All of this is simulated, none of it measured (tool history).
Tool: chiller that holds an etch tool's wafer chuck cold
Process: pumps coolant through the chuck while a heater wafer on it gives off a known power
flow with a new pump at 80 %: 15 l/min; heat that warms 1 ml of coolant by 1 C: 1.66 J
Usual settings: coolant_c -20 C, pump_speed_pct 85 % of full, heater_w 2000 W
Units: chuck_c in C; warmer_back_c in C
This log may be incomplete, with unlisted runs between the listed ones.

run   hour  coolant_c  pump_speed_pct  heater_w  chuck_c  warmer_back_c
  1    0.0        -20              85      2000     -1.0           4.73
  2   23.5        -13              85      2000      6.2           4.69
  3   53.8        -20              85      2000     -0.6           4.64
  4   87.7        -20              85      2000     -0.6           4.64
  5  126.4        -15              85      2000      4.3           4.71
  6  144.6        -15              85      2000      4.3           4.68
  7  168.6        -15              82      2000      4.7           4.82
     173.2  -- chiller's thermometer calibrated
  8  194.0        -15              82      2000      4.4           4.82
  9  225.1        -20              85      2000     -1.4           4.65
 10  257.6        -20              85      1441     -6.4           3.31
 11  277.9        -20              85      1441     -6.3           3.31
 12  302.9        -20              72      2941     12.0           8.30
 13  324.1        -14              72      1004     -3.0           2.77
 14  340.5        -14              72      1004     -3.1           2.77
 15  379.6        -30              87      2000    -11.4           4.53
 16  402.9        -20              85      1269     -7.9           2.97
 17  432.4        -23              79      1298     -9.7           3.24
 18  461.0        -11              65      2042     13.4           6.47
 19  488.2        -29              65      1455    -11.6           4.62
 20  511.2        -29              65      1455    -11.8           4.57
 21  538.0        -29              65      1455    -11.7           4.59
 22  568.7        -29              65      1455    -11.4           4.57

Pick out some run-to-run changes in chuck_c. Of each, how much would a tool without hidden state show as well, from the settings, what came in and chance, and how much is left for the hidden state and any gauge scatter not in both results compared?
Unlogged tool condition in this case: heat passed by the chuck's channels, % of clean ones'; flow at a given pump speed, % of a new pump's; coolant's true temperature over the reading, C; drift of the gauge itself on chuck_c, C; drift of the gauge itself on warmer_back_c, C.
Run 11 -> 12: pump_speed_pct 85 -> 72, heater_w 1441 -> 2941. chuck_c +18.3 C: hidden state +1.6, all else +16.7.
Run 12 -> 13: coolant_c -20 -> -14, heater_w 2941 -> 1004. chuck_c -15.0 C: hidden state -1.8, all else -13.2.
Run 17 -> 18: coolant_c -23 -> -11, pump_speed_pct 79 -> 65, heater_w 1298 -> 2042. chuck_c +23.1 C: hidden state +1.0, all else +22.1.
Run 18 -> 19: coolant_c -11 -> -29, heater_w 2042 -> 1455. chuck_c -25.0 C: hidden state -0.6, all else -24.4.
